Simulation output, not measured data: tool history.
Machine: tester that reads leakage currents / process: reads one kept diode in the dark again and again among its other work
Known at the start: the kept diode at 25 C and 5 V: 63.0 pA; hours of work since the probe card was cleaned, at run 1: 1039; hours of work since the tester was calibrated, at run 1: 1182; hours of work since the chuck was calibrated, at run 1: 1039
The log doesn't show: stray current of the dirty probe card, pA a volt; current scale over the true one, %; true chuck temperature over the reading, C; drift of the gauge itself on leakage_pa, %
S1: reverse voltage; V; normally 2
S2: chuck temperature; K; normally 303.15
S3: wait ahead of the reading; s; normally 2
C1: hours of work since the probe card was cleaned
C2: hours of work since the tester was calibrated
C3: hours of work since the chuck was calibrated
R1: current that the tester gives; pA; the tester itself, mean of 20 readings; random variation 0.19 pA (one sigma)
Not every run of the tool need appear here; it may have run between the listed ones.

run,hour,S1,S2,S3,C1,C2,C3,R1
1,0,2,303.15,2,1039,1182,1039,62.54
2,22,2,303.15,2.48,1054,1197,1054,62.75
3,51,2,303.15,2.48,1074,1217,1074,62.87
4,72.5,2.08,303.15,2,1088,1231,1088,63.75
# hour 81.7: probe card cleaned and baked
5,109.1,2.08,303.15,2,19,1254,1111,63.74
6,139.8,2.08,303.15,2,40,1275,1132,63.25
7,168.4,2.08,303.15,2,59,1295,1152,63.79
8,203.6,2.08,303.15,2,83,1319,1176,63.56
9,239.4,2,303.15,0.4,108,1343,1200,62.55
10,259.1,2,303.15,0.4,121,1357,1214,62.91
11,298.6,2,303.15,0.42,148,1384,1241,62.8
12,333.5,2,303.15,2,172,1407,1265,62.51
13,369.3,2,321.15,2,196,1432,1289,251.62
14,388.2,2,303.15,2,209,1445,1302,62.58
15,414.7,2,303.15,2,227,1463,1320,62.6
16,439.1,2,303.15,2,244,1480,1337,62.5
17,478.2,2,303.15,2,271,1506,1363,62.7
18,500.5,2,303.15,2,286,1521,1379,62.39
19,534.8,2,303.15,9.54,309,1545,1402,62.27
20,559.4,2,299.15,9.54,326,1562,1419,45.02
21,594.1,2,299.15,9.54,350,1585,1442,44.86
22,619.5,2,299.15,9.54,367,1603,1460,44.99
23,655.2,2,299.15,9.54,392,1627,1484,44.75
24,684.7,2,297.15,0.75,412,1647,1504,38.17
25,713.5,5.19,300.15,2,432,1667,1524,76.57
26,741.8,4.1,298.15,0.33,451,1686,1543,58.04
27,768.1,4.1,298.15,0.33,469,1704,1561,58.18
28,795.5,1.22,315.15,2.68,488,1723,1580,128.41
29,831.8,1.22,315.15,2.68,512,1748,1605,128.59
30,855.3,1.64,303.15,2,528,1764,1621,57.05
31,894.8,15.13,303.15,2,555,1791,1648,161.82
32,921.8,15.13,303.15,2,574,1809,1666,160.66
33,943,15.13,303.15,2,588,1824,1681,161.54
34,964.4,6,303.15,2,603,1838,1695,104.16

Forecast run 35:
35,994.5,3.53,295.15,2.46,623,1859,1716,?

For run 35 the tool returned R1 41.72 pA.
With no hidden state in the tool, this same run would have given R1 41.67 pA.
